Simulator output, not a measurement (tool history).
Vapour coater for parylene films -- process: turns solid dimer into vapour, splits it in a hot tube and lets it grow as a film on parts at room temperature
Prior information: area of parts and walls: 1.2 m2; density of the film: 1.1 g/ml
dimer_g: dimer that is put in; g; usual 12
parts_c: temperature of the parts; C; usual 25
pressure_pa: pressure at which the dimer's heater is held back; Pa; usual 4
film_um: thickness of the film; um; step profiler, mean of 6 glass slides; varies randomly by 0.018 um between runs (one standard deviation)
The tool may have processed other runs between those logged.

run,day,dimer_g,parts_c,pressure_pa,film_um
1,0,12,25,4,6.2
2,0.317,12,26,4,5.91
3,0.9,12,26,4,5.94
4,1.375,12,25,6.57,5.74
5,1.671,5,25,6.57,2.38
6,1.971,12,21,4,7.19
7,2.612,12,25,5.45,5.86
8,3.212,12,20,5.45,7.16
9,3.862,12,25,4,6.18
10,4.196,12,25,4,6.13
11,4.533,12,25,4,6.18
12,4.875,12,25,4,6.16
13,5.55,21,25,4,10.82
14,6.204,12,25,4,6.17
15,6.821,16,27,9.39,6.74
16,7.442,16,27,9.39,6.73
17,7.904,18,27,2.83,9

What does the tool deliver on the next run?
18,8.25,18,36,7.68,?

film_um: 5.55 um
Without the tool's hidden state the same run would have given film_um 5.56 um.
